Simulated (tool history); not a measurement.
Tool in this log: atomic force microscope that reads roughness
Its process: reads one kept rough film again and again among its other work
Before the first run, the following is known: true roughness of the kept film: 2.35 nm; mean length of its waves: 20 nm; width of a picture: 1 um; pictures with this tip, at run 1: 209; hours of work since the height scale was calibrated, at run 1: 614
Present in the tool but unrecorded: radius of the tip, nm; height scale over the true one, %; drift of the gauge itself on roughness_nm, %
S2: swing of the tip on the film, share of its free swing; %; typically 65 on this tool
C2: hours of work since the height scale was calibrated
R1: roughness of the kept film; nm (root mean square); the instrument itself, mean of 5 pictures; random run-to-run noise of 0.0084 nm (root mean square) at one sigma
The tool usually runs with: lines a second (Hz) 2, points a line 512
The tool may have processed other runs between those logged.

{"run": 1, "hour": 0.0, "lines a second (Hz)": 2, "S2": 65, "points a line": 512, "pictures with this tip": 209, "C2": 614, "R1": 1.521}
{"run": 2, "hour": 16.8, "lines a second (Hz)": 2, "S2": 65, "points a line": 512, "pictures with this tip": 233, "C2": 623, "R1": 1.487}
{"run": 3, "hour": 34.8, "lines a second (Hz)": 2, "S2": 65, "points a line": 611, "pictures with this tip": 259, "C2": 631, "R1": 1.446}
{"hour": 62.6, "done": "new tip fitted"}
{"run": 4, "hour": 64.7, "lines a second (Hz)": 2, "S2": 65, "points a line": 611, "pictures with this tip": 3, "C2": 646, "R1": 1.817}
{"run": 5, "hour": 86.2, "lines a second (Hz)": 2.61, "S2": 65, "points a line": 611, "pictures with this tip": 34, "C2": 656, "R1": 1.739}
{"run": 6, "hour": 108.3, "lines a second (Hz)": 2, "S2": 62, "points a line": 512, "pictures with this tip": 66, "C2": 667, "R1": 1.688}
{"run": 7, "hour": 122.1, "lines a second (Hz)": 2, "S2": 65, "points a line": 512, "pictures with this tip": 85, "C2": 674, "R1": 1.628}
{"run": 8, "hour": 143.6, "lines a second (Hz)": 2, "S2": 63, "points a line": 512, "pictures with this tip": 116, "C2": 685, "R1": 1.589}
{"run": 9, "hour": 164.7, "lines a second (Hz)": 2, "S2": 63, "points a line": 512, "pictures with this tip": 146, "C2": 695, "R1": 1.545}
{"hour": 168.2, "done": "height scale calibrated on a step standard"}
{"run": 10, "hour": 196.1, "lines a second (Hz)": 1.68, "S2": 63, "points a line": 512, "pictures with this tip": 190, "C2": 14, "R1": 1.481}
{"run": 11, "hour": 223.6, "lines a second (Hz)": 1.68, "S2": 63, "points a line": 512, "pictures with this tip": 229, "C2": 27, "R1": 1.429}
{"run": 12, "hour": 248.6, "lines a second (Hz)": 2, "S2": 65, "points a line": 512, "pictures with this tip": 265, "C2": 39, "R1": 1.375}
{"hour": 262.9, "done": "height scale calibrated on a step standard, once more"}
{"run": 13, "hour": 265.3, "lines a second (Hz)": 2, "S2": 65, "points a line": 512, "pictures with this tip": 288, "C2": 1, "R1": 1.345}
{"hour": 271.9, "done": "new tip fitted"}
{"run": 14, "hour": 296.8, "lines a second (Hz)": 2, "S2": 65, "points a line": 512, "pictures with this tip": 36, "C2": 16, "R1": 1.776}
{"run": 15, "hour": 317.5, "lines a second (Hz)": 2, "S2": 77, "points a line": 512, "pictures with this tip": 66, "C2": 27, "R1": 1.679}
{"run": 16, "hour": 346.6, "lines a second (Hz)": 2, "S2": 77, "points a line": 512, "pictures with this tip": 107, "C2": 41, "R1": 1.604}
{"run": 17, "hour": 364.9, "lines a second (Hz)": 2, "S2": 65, "points a line": 406, "pictures with this tip": 134, "C2": 50, "R1": 1.578}
{"run": 18, "hour": 393.7, "lines a second (Hz)": 2, "S2": 65, "points a line": 406, "pictures with this tip": 175, "C2": 64, "R1": 1.505}
{"run": 19, "hour": 406.5, "lines a second (Hz)": 3.68, "S2": 55, "points a line": 872, "pictures with this tip": 193, "C2": 70, "R1": 1.505}
{"run": 20, "hour": 432.1, "lines a second (Hz)": 3.68, "S2": 55, "points a line": 872, "pictures with this tip": 230, "C2": 83, "R1": 1.442}

The next listed run, before its measurement:
{"run": 21, "hour": 462.6, "lines a second (Hz)": 1.03, "S2": 65, "points a line": 388, "pictures with this tip": 274, "C2": 98, "R1": "?"}

R1: 1.396 nm (root mean square)
Without the tool's hidden state the same run would have given R1 1.859 nm (root mean square).

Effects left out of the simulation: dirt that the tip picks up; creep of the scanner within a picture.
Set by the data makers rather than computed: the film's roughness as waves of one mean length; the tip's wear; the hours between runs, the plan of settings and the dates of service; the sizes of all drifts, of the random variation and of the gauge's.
